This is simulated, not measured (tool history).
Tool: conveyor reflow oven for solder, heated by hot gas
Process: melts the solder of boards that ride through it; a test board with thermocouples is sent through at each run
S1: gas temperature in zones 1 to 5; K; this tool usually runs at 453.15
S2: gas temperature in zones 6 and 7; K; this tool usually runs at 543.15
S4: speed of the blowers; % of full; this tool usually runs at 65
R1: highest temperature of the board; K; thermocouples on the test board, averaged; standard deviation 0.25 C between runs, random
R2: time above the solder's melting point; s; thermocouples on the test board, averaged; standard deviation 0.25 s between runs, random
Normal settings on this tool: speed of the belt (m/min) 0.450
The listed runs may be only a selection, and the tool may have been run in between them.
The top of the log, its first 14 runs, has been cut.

{"run": 15, "hour": 537.0, "S1": 453.15, "S2": 543.15, "speed of the belt (m/min)": 0.45, "S4": 65, "R1": 524.25, "R2": 60.7}
{"run": 16, "hour": 581.5, "S1": 453.15, "S2": 543.15, "speed of the belt (m/min)": 0.45, "S4": 65, "R1": 524.05, "R2": 60.9}
{"run": 17, "hour": 609.4, "S1": 440.15, "S2": 554.15, "speed of the belt (m/min)": 0.427, "S4": 65, "R1": 533.15, "R2": 65.5}
{"run": 18, "hour": 652.0, "S1": 448.15, "S2": 546.15, "speed of the belt (m/min)": 0.428, "S4": 71, "R1": 528.75, "R2": 66.4}
{"hour": 658.5, "done": "belt drive overhauled, speed set with a stopwatch"}
{"run": 19, "hour": 704.4, "S1": 450.15, "S2": 550.15, "speed of the belt (m/min)": 0.45, "S4": 77, "R1": 532.95, "R2": 67.3}
{"run": 20, "hour": 744.2, "S1": 450.15, "S2": 550.15, "speed of the belt (m/min)": 0.45, "S4": 69, "R1": 530.95, "R2": 65.1}
{"run": 21, "hour": 781.2, "S1": 450.15, "S2": 550.15, "speed of the belt (m/min)": 0.45, "S4": 69, "R1": 530.85, "R2": 65.2}
{"run": 22, "hour": 831.6, "S1": 450.15, "S2": 550.15, "speed of the belt (m/min)": 0.45, "S4": 69, "R1": 530.75, "R2": 64.8}
{"run": 23, "hour": 866.3, "S1": 446.15, "S2": 541.15, "speed of the belt (m/min)": 0.46, "S4": 71, "R1": 522.15, "R2": 55.7}
{"run": 24, "hour": 915.1, "S1": 462.15, "S2": 543.15, "speed of the belt (m/min)": 0.455, "S4": 65, "R1": 525.75, "R2": 66.0}
{"run": 25, "hour": 942.0, "S1": 462.15, "S2": 543.15, "speed of the belt (m/min)": 0.455, "S4": 65, "R1": 526.05, "R2": 65.8}
{"run": 26, "hour": 971.6, "S1": 462.15, "S2": 543.15, "speed of the belt (m/min)": 0.365, "S4": 90, "R1": 536.25, "R2": 91.9}
{"hour": 983.9, "done": "belt drive overhauled, speed set with a stopwatch, once more"}
{"run": 27, "hour": 1001.6, "S1": 447.15, "S2": 543.15, "speed of the belt (m/min)": 0.511, "S4": 60, "R1": 514.55, "R2": 40.9}
{"run": 28, "hour": 1035.1, "S1": 451.15, "S2": 553.15, "speed of the belt (m/min)": 0.425, "S4": 59, "R1": 531.75, "R2": 67.8}
{"run": 29, "hour": 1059.8, "S1": 452.15, "S2": 540.15, "speed of the belt (m/min)": 0.478, "S4": 65, "R1": 518.15, "R2": 50.4}
{"run": 30, "hour": 1095.6, "S1": 458.15, "S2": 543.15, "speed of the belt (m/min)": 0.496, "S4": 65, "R1": 521.05, "R2": 52.9}
{"run": 31, "hour": 1130.1, "S1": 438.15, "S2": 552.15, "speed of the belt (m/min)": 0.414, "S4": 90, "R1": 537.55, "R2": 70.6}

3 ways to go on from here, each from the tool as it stands after run 31. What would each give?
{"run": "A", "hour": 1166.5, "S1": 453.15, "S2": 543.15, "speed of the belt (m/min)": 0.45, "S4": 63, "R1": "?", "R2": "?"}
{"run": "B", "hour": 1166.5, "S1": 466.15, "S2": 543.15, "speed of the belt (m/min)": 0.45, "S4": 71, "R1": "?", "R2": "?"}
{"run": "C", "hour": 1166.5, "S1": 459.15, "S2": 543.15, "speed of the belt (m/min)": 0.526, "S4": 65, "R1": "?", "R2": "?"}

run=A R1=523.05 R2=58.6
run=B R1=527.85 R2=69.0
run=C R1=518.55 R2=47.5
Without the tool's hidden state the same runs would have given:
run=A R1=523.15 R2=58.8
run=B R1=527.75 R2=69.2
run=C R1=518.75 R2=48.0
